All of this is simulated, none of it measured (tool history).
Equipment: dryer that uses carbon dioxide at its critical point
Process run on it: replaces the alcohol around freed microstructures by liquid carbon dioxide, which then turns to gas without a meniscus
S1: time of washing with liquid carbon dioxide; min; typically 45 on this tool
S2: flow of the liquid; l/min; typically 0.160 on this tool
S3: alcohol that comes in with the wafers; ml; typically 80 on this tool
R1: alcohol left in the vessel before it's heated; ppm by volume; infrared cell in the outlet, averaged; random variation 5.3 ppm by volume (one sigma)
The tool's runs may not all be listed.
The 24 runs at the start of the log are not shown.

Run 25, day 25.996: usual settings but S1 58 min, S2 0.116 l/min, S3 43 ml. Result: R1 277 ppm by volume.
Run 26, day 27.004: usual settings but S1 58 min, S2 0.135 l/min, S3 43 ml. Result: R1 208 ppm by volume.
Run 27, day 28.538: usual settings but S1 58 min, S2 0.135 l/min, S3 43 ml. Result: R1 231 ppm by volume.
Run 28, day 29.438: usual settings but S1 58 min, S2 0.135 l/min, S3 43 ml. Result: R1 243 ppm by volume.
Run 29, day 30.196: usual settings but S1 58 min, S2 0.097 l/min, S3 118 ml. Result: R1 1387 ppm by volume.
Run 30, day 31.408: usual settings but S1 37 min, S3 73 ml. Result: R1 891 ppm by volume.
Run 31, day 32.925: usual settings but S1 42 min, S2 0.144 l/min, S3 83 ml. Result: R1 1017 ppm by volume.
At day 33.350: inlet filter changed.
Run 32, day 34.404: usual settings but S1 42 min, S2 0.144 l/min, S3 83 ml. Result: R1 617 ppm by volume.
Run 33, day 35.154: usual settings but S1 36 min, S3 25 ml. Result: R1 378 ppm by volume.
Run 34, day 36.308: usual settings but S2 0.170 l/min, S3 38 ml. Result: R1 274 ppm by volume.
Run 35, day 37.712: usual settings but S2 0.170 l/min, S3 38 ml. Result: R1 304 ppm by volume.

Branching from run 35: 5 alternative next runs. What would each branch give?
Run A, day 38.346: usual settings but S1 49 min, S2 0.170 l/min, S3 25 ml. Result: R1 ?.
Run B, day 38.346: usual settings but S1 44 min, S2 0.115 l/min, S3 48 ml. Result: R1 ?.
Run C, day 38.346: usual settings but S1 50 min, S2 0.101 l/min, S3 113 ml. Result: R1 ?.
Run D, day 38.346: usual settings but S1 36 min, S2 0.170 l/min, S3 38 ml. Result: R1 ?.
Run E, day 38.346: usual settings but S1 33 min, S2 0.197 l/min, S3 39 ml. Result: R1 ?.

run    R1
  A   271
  B   923
  C  1823
  D   488
  E   413
With no hidden state in the tool, these same runs would have given:
run    R1
  A    25
  B   476
  C  1109
  D   165
  E   115
